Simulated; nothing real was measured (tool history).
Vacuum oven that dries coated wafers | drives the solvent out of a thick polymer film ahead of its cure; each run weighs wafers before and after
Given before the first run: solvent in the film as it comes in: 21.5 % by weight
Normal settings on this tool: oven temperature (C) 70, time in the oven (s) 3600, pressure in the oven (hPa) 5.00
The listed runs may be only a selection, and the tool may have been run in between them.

{"run": 1, "day": 0.0, "oven temperature (C)": 70, "time in the oven (s)": 3600, "pressure in the oven (hPa)": 5.0, "solvent left in the film (%)": 1.11}
{"run": 2, "day": 0.375, "oven temperature (C)": 70, "time in the oven (s)": 3600, "pressure in the oven (hPa)": 5.0, "solvent left in the film (%)": 1.13}
{"run": 3, "day": 0.846, "oven temperature (C)": 70, "time in the oven (s)": 3600, "pressure in the oven (hPa)": 5.0, "solvent left in the film (%)": 1.15}
{"run": 4, "day": 1.133, "oven temperature (C)": 70, "time in the oven (s)": 3600, "pressure in the oven (hPa)": 5.0, "solvent left in the film (%)": 1.22}
{"run": 5, "day": 1.479, "oven temperature (C)": 70, "time in the oven (s)": 4800, "pressure in the oven (hPa)": 5.0, "solvent left in the film (%)": 0.67}
{"run": 6, "day": 1.854, "oven temperature (C)": 75, "time in the oven (s)": 3600, "pressure in the oven (hPa)": 5.0, "solvent left in the film (%)": 0.62}
{"run": 7, "day": 2.308, "oven temperature (C)": 70, "time in the oven (s)": 3600, "pressure in the oven (hPa)": 5.0, "solvent left in the film (%)": 1.17}
{"run": 8, "day": 2.671, "oven temperature (C)": 70, "time in the oven (s)": 3600, "pressure in the oven (hPa)": 5.0, "solvent left in the film (%)": 1.17}
{"run": 9, "day": 3.0, "oven temperature (C)": 70, "time in the oven (s)": 3600, "pressure in the oven (hPa)": 5.0, "solvent left in the film (%)": 1.16}
{"run": 10, "day": 3.238, "oven temperature (C)": 70, "time in the oven (s)": 3600, "pressure in the oven (hPa)": 5.0, "solvent left in the film (%)": 1.15}
{"run": 11, "day": 3.704, "oven temperature (C)": 70, "time in the oven (s)": 3600, "pressure in the oven (hPa)": 5.0, "solvent left in the film (%)": 1.11}
{"run": 12, "day": 4.054, "oven temperature (C)": 70, "time in the oven (s)": 3600, "pressure in the oven (hPa)": 5.0, "solvent left in the film (%)": 1.23}
{"run": 13, "day": 4.462, "oven temperature (C)": 70, "time in the oven (s)": 3600, "pressure in the oven (hPa)": 5.0, "solvent left in the film (%)": 1.21}
{"run": 14, "day": 4.771, "oven temperature (C)": 70, "time in the oven (s)": 3600, "pressure in the oven (hPa)": 5.0, "solvent left in the film (%)": 1.1}
{"run": 15, "day": 5.208, "oven temperature (C)": 70, "time in the oven (s)": 3600, "pressure in the oven (hPa)": 5.0, "solvent left in the film (%)": 1.16}
{"run": 16, "day": 5.442, "oven temperature (C)": 70, "time in the oven (s)": 2520, "pressure in the oven (hPa)": 5.0, "solvent left in the film (%)": 2.38}
{"run": 17, "day": 5.733, "oven temperature (C)": 70, "time in the oven (s)": 2520, "pressure in the oven (hPa)": 5.0, "solvent left in the film (%)": 2.35}
{"run": 18, "day": 6.088, "oven temperature (C)": 70, "time in the oven (s)": 3600, "pressure in the oven (hPa)": 5.0, "solvent left in the film (%)": 1.07}
{"run": 19, "day": 6.421, "oven temperature (C)": 70, "time in the oven (s)": 3600, "pressure in the oven (hPa)": 5.0, "solvent left in the film (%)": 1.2}
{"run": 20, "day": 6.629, "oven temperature (C)": 70, "time in the oven (s)": 3600, "pressure in the oven (hPa)": 5.0, "solvent left in the film (%)": 1.12}
{"run": 21, "day": 7.071, "oven temperature (C)": 70, "time in the oven (s)": 3600, "pressure in the oven (hPa)": 5.0, "solvent left in the film (%)": 1.19}
{"run": 22, "day": 7.338, "oven temperature (C)": 70, "time in the oven (s)": 3600, "pressure in the oven (hPa)": 5.0, "solvent left in the film (%)": 1.18}
{"run": 23, "day": 7.821, "oven temperature (C)": 70, "time in the oven (s)": 4080, "pressure in the oven (hPa)": 5.0, "solvent left in the film (%)": 0.87}
{"run": 24, "day": 8.025, "oven temperature (C)": 71, "time in the oven (s)": 5400, "pressure in the oven (hPa)": 2.88, "solvent left in the film (%)": 0.33}
{"run": 25, "day": 8.458, "oven temperature (C)": 71, "time in the oven (s)": 5400, "pressure in the oven (hPa)": 2.88, "solvent left in the film (%)": 0.31}
{"run": 26, "day": 8.708, "oven temperature (C)": 71, "time in the oven (s)": 5400, "pressure in the oven (hPa)": 2.88, "solvent left in the film (%)": 0.3}
{"run": 27, "day": 9.033, "oven temperature (C)": 78, "time in the oven (s)": 4260, "pressure in the oven (hPa)": 5.24, "solvent left in the film (%)": 0.37}
{"run": 28, "day": 9.242, "oven temperature (C)": 80, "time in the oven (s)": 5100, "pressure in the oven (hPa)": 5.24, "solvent left in the film (%)": 0.25}
{"run": 29, "day": 9.638, "oven temperature (C)": 55, "time in the oven (s)": 2460, "pressure in the oven (hPa)": 4.24, "solvent left in the film (%)": 8.28}
{"run": 30, "day": 9.867, "oven temperature (C)": 79, "time in the oven (s)": 2460, "pressure in the oven (hPa)": 10.73, "solvent left in the film (%)": 0.95}
{"run": 31, "day": 10.3, "oven temperature (C)": 79, "time in the oven (s)": 2460, "pressure in the oven (hPa)": 10.73, "solvent left in the film (%)": 1.0}
{"run": 32, "day": 10.767, "oven temperature (C)": 85, "time in the oven (s)": 1920, "pressure in the oven (hPa)": 7.05, "solvent left in the film (%)": 0.59}
{"run": 33, "day": 11.212, "oven temperature (C)": 78, "time in the oven (s)": 3600, "pressure in the oven (hPa)": 5.0, "solvent left in the film (%)": 0.36}
{"run": 34, "day": 11.438, "oven temperature (C)": 78, "time in the oven (s)": 3600, "pressure in the oven (hPa)": 9.61, "solvent left in the film (%)": 0.67}
{"run": 35, "day": 11.825, "oven temperature (C)": 78, "time in the oven (s)": 3600, "pressure in the oven (hPa)": 9.61, "solvent left in the film (%)": 0.66}
{"run": 36, "day": 12.167, "oven temperature (C)": 65, "time in the oven (s)": 2880, "pressure in the oven (hPa)": 5.31, "solvent left in the film (%)": 3.45}
{"run": 37, "day": 12.483, "oven temperature (C)": 65, "time in the oven (s)": 2880, "pressure in the oven (hPa)": 5.31, "solvent left in the film (%)": 3.42}
{"run": 38, "day": 12.896, "oven temperature (C)": 66, "time in the oven (s)": 2940, "pressure in the oven (hPa)": 2.69, "solvent left in the film (%)": 2.85}
{"run": 39, "day": 13.138, "oven temperature (C)": 76, "time in the oven (s)": 5160, "pressure in the oven (hPa)": 2.81, "solvent left in the film (%)": 0.2}
{"run": 40, "day": 13.379, "oven temperature (C)": 76, "time in the oven (s)": 2100, "pressure in the oven (hPa)": 11.47, "solvent left in the film (%)": 1.98}
{"run": 41, "day": 13.617, "oven temperature (C)": 76, "time in the oven (s)": 2100, "pressure in the oven (hPa)": 11.47, "solvent left in the film (%)": 2.02}
{"run": 42, "day": 14.062, "oven temperature (C)": 76, "time in the oven (s)": 2100, "pressure in the oven (hPa)": 2.52, "solvent left in the film (%)": 1.6}
{"run": 43, "day": 14.554, "oven temperature (C)": 79, "time in the oven (s)": 3480, "pressure in the oven (hPa)": 11.93, "solvent left in the film (%)": 0.74}
{"run": 44, "day": 14.829, "oven temperature (C)": 79, "time in the oven (s)": 3480, "pressure in the oven (hPa)": 11.93, "solvent left in the film (%)": 0.69}

Some steps in solvent left in the film (%), run to run, broken into two amounts with sign: the step expected even without the hidden condition (settings, incoming material, random variation), and the rest, left for the hidden condition together with whatever gauge scatter is not in both the measured and the hidden-condition-free result:
Hidden conditions of the tool in this case: true wafer temperature over the reading, C; true pressure over the reading, kPa; drift of the gauge itself on solvent_pct, %.
Run 28 -> 29: oven temperature (C) 80 -> 55, time in the oven (s) 5100 -> 2460, pressure in the oven (hPa) 5.24 -> 4.24. solvent left in the film (%) +8.03: hidden state +0.28, all else +7.75.
Run 29 -> 30: oven temperature (C) 55 -> 79, pressure in the oven (hPa) 4.24 -> 10.73. solvent left in the film (%) -7.33: hidden state -0.22, all else -7.11.
Run 35 -> 36: oven temperature (C) 78 -> 65, time in the oven (s) 3600 -> 2880, pressure in the oven (hPa) 9.61 -> 5.31. solvent left in the film (%) +2.79: hidden state +0.21, all else +2.58.
